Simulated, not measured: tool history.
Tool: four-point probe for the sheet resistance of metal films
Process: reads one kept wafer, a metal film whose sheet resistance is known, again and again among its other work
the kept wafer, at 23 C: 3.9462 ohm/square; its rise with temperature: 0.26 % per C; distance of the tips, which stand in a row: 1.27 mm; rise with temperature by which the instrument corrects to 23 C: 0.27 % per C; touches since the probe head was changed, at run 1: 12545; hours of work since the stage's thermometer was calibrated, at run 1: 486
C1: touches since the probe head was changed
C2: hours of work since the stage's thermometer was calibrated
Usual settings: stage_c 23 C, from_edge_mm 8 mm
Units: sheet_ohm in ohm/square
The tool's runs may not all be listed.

run 1 day=0 | stage_c=23 from_edge_mm=8 | C1=12545 C2=486 | sheet_ohm=4.01577
run 2 day=0.542 | stage_c=19 from_edge_mm=8 | C1=12880 C2=493 | sheet_ohm=4.015496
run 3 day=1.046 | stage_c=19 from_edge_mm=8 | C1=13189 C2=500 | sheet_ohm=4.017266
run 4 day=1.621 | stage_c=19 from_edge_mm=8 | C1=13545 C2=508 | sheet_ohm=4.016315
run 5 day=2.204 | stage_c=29 from_edge_mm=8 | C1=13906 C2=516 | sheet_ohm=4.012647
run 6 day=2.983 | stage_c=29 from_edge_mm=8 | C1=14387 C2=527 | sheet_ohm=4.013833
run 7 day=3.408 | stage_c=30 from_edge_mm=8 | C1=14649 C2=532 | sheet_ohm=4.011747
run 8 day=3.879 | stage_c=30 from_edge_mm=8 | C1=14940 C2=539 | sheet_ohm=4.01287
run 9 day=4.204 | stage_c=30 from_edge_mm=8 | C1=15141 C2=543 | sheet_ohm=4.012574
run 10 day=4.646 | stage_c=30 from_edge_mm=8 | C1=15412 C2=549 | sheet_ohm=4.014618
run 11 day=5.112 | stage_c=30 from_edge_mm=8 | C1=15700 C2=555 | sheet_ohm=4.013636
run 12 day=5.862 | stage_c=30 from_edge_mm=6 | C1=16163 C2=566 | sheet_ohm=4.053022
run 13 day=6.312 | stage_c=30 from_edge_mm=6 | C1=16441 C2=572 | sheet_ohm=4.054122
run 14 day=6.958 | stage_c=30 from_edge_mm=6 | C1=16841 C2=581 | sheet_ohm=4.053172
run 15 day=7.767 | stage_c=23 from_edge_mm=8 | C1=17338 C2=592 | sheet_ohm=4.017071
run 16 day=8.421 | stage_c=23 from_edge_mm=4 | C1=17743 C2=600 | sheet_ohm=4.167235
run 17 day=8.958 | stage_c=23 from_edge_mm=4 | C1=18074 C2=608 | sheet_ohm=4.166858
run 18 day=9.325 | stage_c=23 from_edge_mm=4 | C1=18302 C2=613 | sheet_ohm=4.167657
run 19 day=9.817 | stage_c=28 from_edge_mm=4 | C1=18605 C2=619 | sheet_ohm=4.164862
run 20 day=10.442 | stage_c=29 from_edge_mm=8 | C1=18989 C2=628 | sheet_ohm=4.014753
run 21 day=10.846 | stage_c=29 from_edge_mm=8 | C1=19239 C2=633 | sheet_ohm=4.014897
run 22 day=11.283 | stage_c=23 from_edge_mm=8 | C1=19510 C2=639 | sheet_ohm=4.016249
run 23 day=11.792 | stage_c=34 from_edge_mm=32 | C1=19825 C2=646 | sheet_ohm=3.963562
run 24 day=12.221 | stage_c=21 from_edge_mm=8 | C1=20088 C2=652 | sheet_ohm=4.017064
run 25 day=12.783 | stage_c=31 from_edge_mm=20 | C1=20437 C2=660 | sheet_ohm=3.97036
run 26 day=13.125 | stage_c=25 from_edge_mm=8 | C1=20646 C2=664 | sheet_ohm=4.016878
run 27 day=13.729 | stage_c=23 from_edge_mm=4 | C1=21019 C2=673 | sheet_ohm=4.169351
run 28 day=14.342 | stage_c=23 from_edge_mm=34 | C1=21399 C2=681 | sheet_ohm=3.966685
run 29 day=14.746 | stage_c=27 from_edge_mm=8 | C1=21647 C2=686 | sheet_ohm=4.015831
run 30 day=15.496 | stage_c=21 from_edge_mm=4 | C1=22111 C2=697 | sheet_ohm=4.168175
run 31 day=16.046 | stage_c=23 from_edge_mm=9 | C1=22450 C2=704 | sheet_ohm=4.005472
run 32 day=16.571 | stage_c=23 from_edge_mm=9 | C1=22774 C2=711 | sheet_ohm=4.00572
run 33 day=17.342 | stage_c=23 from_edge_mm=9 | C1=23251 C2=722 | sheet_ohm=4.007068
run 34 day=17.979 | stage_c=26 from_edge_mm=8 | C1=23643 C2=730 | sheet_ohm=4.017144
run 35 day=18.342 | stage_c=21 from_edge_mm=27 | C1=23867 C2=735 | sheet_ohm=3.971162
run 36 day=18.804 | stage_c=21 from_edge_mm=27 | C1=24154 C2=742 | sheet_ohm=3.969936
run 37 day=19.554 | stage_c=21 from_edge_mm=27 | C1=24617 C2=752 | sheet_ohm=3.969307
run 38 day=20.017 | stage_c=21 from_edge_mm=34 | C1=24903 C2=758 | sheet_ohm=3.969109
run 39 day=20.425 | stage_c=32 from_edge_mm=9 | C1=25153 C2=764 | sheet_ohm=4.003057
run 40 day=21.158 | stage_c=23 from_edge_mm=6 | C1=25605 C2=774 | sheet_ohm=4.058421
run 41 day=21.883 | stage_c=23 from_edge_mm=6 | C1=26054 C2=783 | sheet_ohm=4.059575
run 42 day=22.288 | stage_c=23 from_edge_mm=6 | C1=26302 C2=789 | sheet_ohm=4.057804
run 43 day=22.733 | stage_c=23 from_edge_mm=61 | C1=26579 C2=795 | sheet_ohm=3.967914
run 44 day=23.446 | stage_c=23 from_edge_mm=61 | C1=27018 C2=805 | sheet_ohm=3.967304

4 ways to go on from here, each from the tool as it stands after run 44. What would each give?
run A day=23.775 | stage_c=24 from_edge_mm=11 | C1=27220 C2=809 | sheet_ohm=?
run B day=23.775 | stage_c=24 from_edge_mm=66 | C1=27220 C2=809 | sheet_ohm=?
run C day=23.775 | stage_c=32 from_edge_mm=17 | C1=27220 C2=809 | sheet_ohm=?
run D day=23.775 | stage_c=29 from_edge_mm=72 | C1=27220 C2=809 | sheet_ohm=?

run=A sheet_ohm=3.994472
run=B sheet_ohm=3.965272
run=C sheet_ohm=3.97459
run=D sheet_ohm=3.962387
Without the tool's hidden state the same runs would have given:
run=A sheet_ohm=3.974783
run=B sheet_ohm=3.945718
run=C sheet_ohm=3.955051
run=D sheet_ohm=3.942884
